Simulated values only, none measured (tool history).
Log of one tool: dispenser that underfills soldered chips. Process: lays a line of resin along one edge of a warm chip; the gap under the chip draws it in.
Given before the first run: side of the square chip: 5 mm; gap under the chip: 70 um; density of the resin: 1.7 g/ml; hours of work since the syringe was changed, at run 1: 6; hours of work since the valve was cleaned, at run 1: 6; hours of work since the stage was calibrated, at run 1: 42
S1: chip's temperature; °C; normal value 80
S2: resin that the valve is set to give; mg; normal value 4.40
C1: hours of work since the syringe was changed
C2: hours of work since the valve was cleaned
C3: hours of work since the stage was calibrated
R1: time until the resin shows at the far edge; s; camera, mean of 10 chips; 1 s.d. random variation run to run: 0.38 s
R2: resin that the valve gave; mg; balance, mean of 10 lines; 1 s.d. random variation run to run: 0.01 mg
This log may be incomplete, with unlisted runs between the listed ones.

run,day,S1,S2,C1,C2,C3,R1,R2
1,0.000,80,4.40,6,6,42,36.6,4.37
2,0.246,82,4.40,11,11,46,45.4,4.37
# day 0.329: new syringe of resin
3,0.504,82,4.40,3,15,50,27.8,4.37
4,0.662,82,4.40,6,17,53,32.3,4.36
5,0.925,80,5.64,10,22,57,45.9,5.58
# day 1.046: new syringe of resin
6,1.254,80,5.56,3,27,63,29.4,5.48
7,1.429,80,5.56,6,30,65,35.5,5.47
8,1.696,92,5.56,11,34,70,33.9,5.46
# day 1.775: new syringe of resin
9,1.925,82,4.40,2,38,73,26.1,4.31
10,2.242,95,3.94,8,43,79,26.3,3.82
# day 2.492: new syringe of resin
11,2.496,95,3.94,0,47,83,16.4,3.83
12,2.779,72,5.35,5,51,87,43.8,5.17
13,3.025,72,5.35,9,56,91,56.6,5.19
# day 3.200: dispensing valve cleaned and set on the balance
14,3.217,72,5.35,11,0,94,67.3,5.35
# day 3.254: new syringe of resin
15,3.483,72,5.35,4,5,98,41.3,5.32
16,3.667,75,3.87,7,8,101,46.9,3.87
# day 3.983: new syringe of resin
17,3.983,70,4.68,0,13,106,33.7,4.64
18,4.212,70,4.68,4,16,110,43.1,4.62

What if the next run were any one of these 3? Each begins from the tool's condition after run 18:
A,4.388,69,3.98,7,19,113,?,?
B,4.388,68,4.68,7,19,113,?,?
C,4.388,80,5.27,7,19,113,?,?

run,R1,R2
A,56.9,3.93
B,56.3,4.63
C,37.0,5.22
With the hidden condition removed and each run's random variation left untouched, the same runs would have given:
run,R1,R2
A,35.3,3.98
B,35.1,4.69
C,22.9,5.28

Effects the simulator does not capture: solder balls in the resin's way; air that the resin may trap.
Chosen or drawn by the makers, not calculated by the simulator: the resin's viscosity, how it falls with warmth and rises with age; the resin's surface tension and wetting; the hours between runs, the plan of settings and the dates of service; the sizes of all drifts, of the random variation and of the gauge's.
